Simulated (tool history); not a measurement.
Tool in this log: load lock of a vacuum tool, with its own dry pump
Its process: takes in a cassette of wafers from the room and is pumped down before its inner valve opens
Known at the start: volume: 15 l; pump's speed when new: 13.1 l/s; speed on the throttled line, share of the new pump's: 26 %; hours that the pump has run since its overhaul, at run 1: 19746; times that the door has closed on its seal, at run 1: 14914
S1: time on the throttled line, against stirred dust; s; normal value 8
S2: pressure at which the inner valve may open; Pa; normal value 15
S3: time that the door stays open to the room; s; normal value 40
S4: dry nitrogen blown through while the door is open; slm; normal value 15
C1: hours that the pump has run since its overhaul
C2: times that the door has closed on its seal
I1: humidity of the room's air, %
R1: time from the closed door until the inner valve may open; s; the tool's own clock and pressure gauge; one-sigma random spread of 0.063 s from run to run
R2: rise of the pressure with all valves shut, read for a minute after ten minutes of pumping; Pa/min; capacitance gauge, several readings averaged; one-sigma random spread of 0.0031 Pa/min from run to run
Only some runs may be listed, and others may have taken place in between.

run,day,S1,S2,S3,S4,C1,C2,I1,R1,R2
1,0.000,8,15,40,15,19746,14914,44.4,16.12,0.071
2,10.067,8,15,40,15,19987,15283,43.0,16.04,0.071
3,18.750,8,15,40,15,20196,15601,44.6,16.11,0.074
4,28.992,8,15,81,15,20442,15977,46.9,16.11,0.106
5,42.346,7,15,40,15,20762,16466,43.8,15.34,0.072
6,59.096,7,15,40,15,21164,17080,42.2,15.47,0.068
7,75.838,7,15,40,15,21566,17694,44.9,15.34,0.073
8,88.375,7,15,40,15,21867,18154,46.5,15.28,0.073
9,104.004,7,15,40,15,22242,18727,44.6,15.30,0.075
10,115.138,7,15,40,15,22509,19135,48.0,15.41,0.082
11,125.750,8,15,40,15,22764,19524,44.9,16.16,0.073
12,135.321,8,15,40,15,22994,19874,45.3,16.13,0.074
13,148.933,8,15,215,15,23320,20373,45.9,16.13,0.141
14,156.796,8,15,215,15,23509,20662,44.7,16.17,0.144
15,172.279,8,11,95,15,23881,21229,43.3,16.53,0.097
# day 184.567: dry pump taken out, an overhauled one fitted
16,189.762,8,11,95,15,125,21861,47.2,16.52,0.113
17,207.567,8,11,159,15,552,22514,42.6,16.58,0.122
18,218.433,4,15,160,15,813,22912,46.9,13.15,0.144
19,234.804,5,17,202,15,1206,23512,44.9,13.74,0.148
20,253.475,12,15,202,15,1654,24196,45.2,18.94,0.153
21,269.262,9,15,40,15,2033,24775,44.4,16.95,0.079
22,280.483,9,15,40,15,2302,25186,42.6,16.83,0.071
23,289.383,15,18,47,16,2516,25512,43.4,21.05,0.074
24,300.417,15,18,47,16,2780,25917,39.9,21.03,0.067

5 ways to go on from here, each from the tool as it stands after run 24. What would each give?
A,316.338,8,28,40,4,3163,26501,45.2,?,?
B,316.338,9,15,103,19,3163,26501,45.8,?,?
C,316.338,15,13,153,29,3163,26501,42.4,?,?
D,316.338,5,20,40,5,3163,26501,41.8,?,?
E,316.338,15,18,47,21,3163,26501,46.9,?,?

run,R1,R2
A,15.40,0.093
B,16.84,0.111
C,21.58,0.102
D,13.59,0.087
E,21.09,0.072
Without the tool's unlogged condition, the same runs would have read:
run,R1,R2
A,15.40,0.093
B,16.84,0.110
C,21.58,0.101
D,13.59,0.087
E,21.09,0.072

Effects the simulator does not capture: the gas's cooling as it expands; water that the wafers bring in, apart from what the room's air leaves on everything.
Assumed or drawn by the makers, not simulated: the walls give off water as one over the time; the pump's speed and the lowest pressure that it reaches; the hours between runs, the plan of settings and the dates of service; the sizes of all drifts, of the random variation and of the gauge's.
